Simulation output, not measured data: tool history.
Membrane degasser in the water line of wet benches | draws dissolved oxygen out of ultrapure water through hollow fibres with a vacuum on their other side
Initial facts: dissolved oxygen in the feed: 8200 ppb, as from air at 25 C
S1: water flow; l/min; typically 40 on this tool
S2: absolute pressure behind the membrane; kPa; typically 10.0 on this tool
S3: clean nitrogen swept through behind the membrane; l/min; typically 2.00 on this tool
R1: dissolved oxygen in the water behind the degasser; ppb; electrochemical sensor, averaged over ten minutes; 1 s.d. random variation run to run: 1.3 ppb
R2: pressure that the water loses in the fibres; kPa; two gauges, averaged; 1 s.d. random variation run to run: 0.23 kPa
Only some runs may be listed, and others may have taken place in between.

| run | hour | S1 | S2 | S3 | R1 | R2 |
|---|---|---|---|---|---|---|
| 1 | 0.0 | 40 | 10.0 | 2.00 | 305.1 | 56.75 |
| 2 | 113.5 | 40 | 10.0 | 1.58 | 372.1 | 56.57 |
| 3 | 200.5 | 40 | 10.0 | 1.58 | 371.0 | 56.71 |
| 4 | 299.0 | 39 | 10.0 | 2.00 | 299.5 | 55.43 |
| 5 | 371.8 | 39 | 10.0 | 2.00 | 300.2 | 55.29 |
| 6 | 488.6 | 39 | 10.0 | 2.12 | 284.9 | 55.56 |
| 7 | 616.9 | 39 | 10.0 | 2.12 | 284.7 | 55.43 |
| 8 | 683.7 | 40 | 7.8 | 1.81 | 233.2 | 57.03 |
| 9 | 761.9 | 25 | 10.0 | 4.86 | 89.7 | 35.74 |
| 10 | 849.3 | 32 | 7.2 | 3.54 | 92.8 | 45.49 |
| 11 | 953.4 | 32 | 7.2 | 3.54 | 92.5 | 45.68 |
| 12 | 1036.9 | 39 | 9.5 | 2.00 | 280.6 | 55.76 |
| 13 | 1187.4 | 29 | 7.3 | 5.04 | 62.1 | 41.15 |
| 14 | 1280.5 | 29 | 7.3 | 5.04 | 62.5 | 41.55 |

Consider 4 possible next runs. They are alternatives, not a sequence: every one starts from the tool as it was left by run 14. What does each give?
| A | 1403.4 | 33 | 8.5 | 4.39 | ? | ? |
| B | 1403.4 | 32 | 17.9 | 3.94 | ? | ? |
| C | 1403.4 | 39 | 10.0 | 2.00 | ? | ? |
| D | 1403.4 | 41 | 8.1 | 1.48 | ? | ? |

| run | R1 | R2 |
|---|---|---|
| A | 102.6 | 46.78 |
| B | 286.6 | 45.78 |
| C | 303.4 | 55.31 |
| D | 298.0 | 58.10 |
The same runs, with their run-to-run variation unchanged, on a tool lacking any hidden condition would have given:
| run | R1 | R2 |
|---|---|---|
| A | 98.6 | 46.03 |
| B | 280.7 | 45.05 |
| C | 295.2 | 54.43 |
| D | 288.3 | 57.18 |

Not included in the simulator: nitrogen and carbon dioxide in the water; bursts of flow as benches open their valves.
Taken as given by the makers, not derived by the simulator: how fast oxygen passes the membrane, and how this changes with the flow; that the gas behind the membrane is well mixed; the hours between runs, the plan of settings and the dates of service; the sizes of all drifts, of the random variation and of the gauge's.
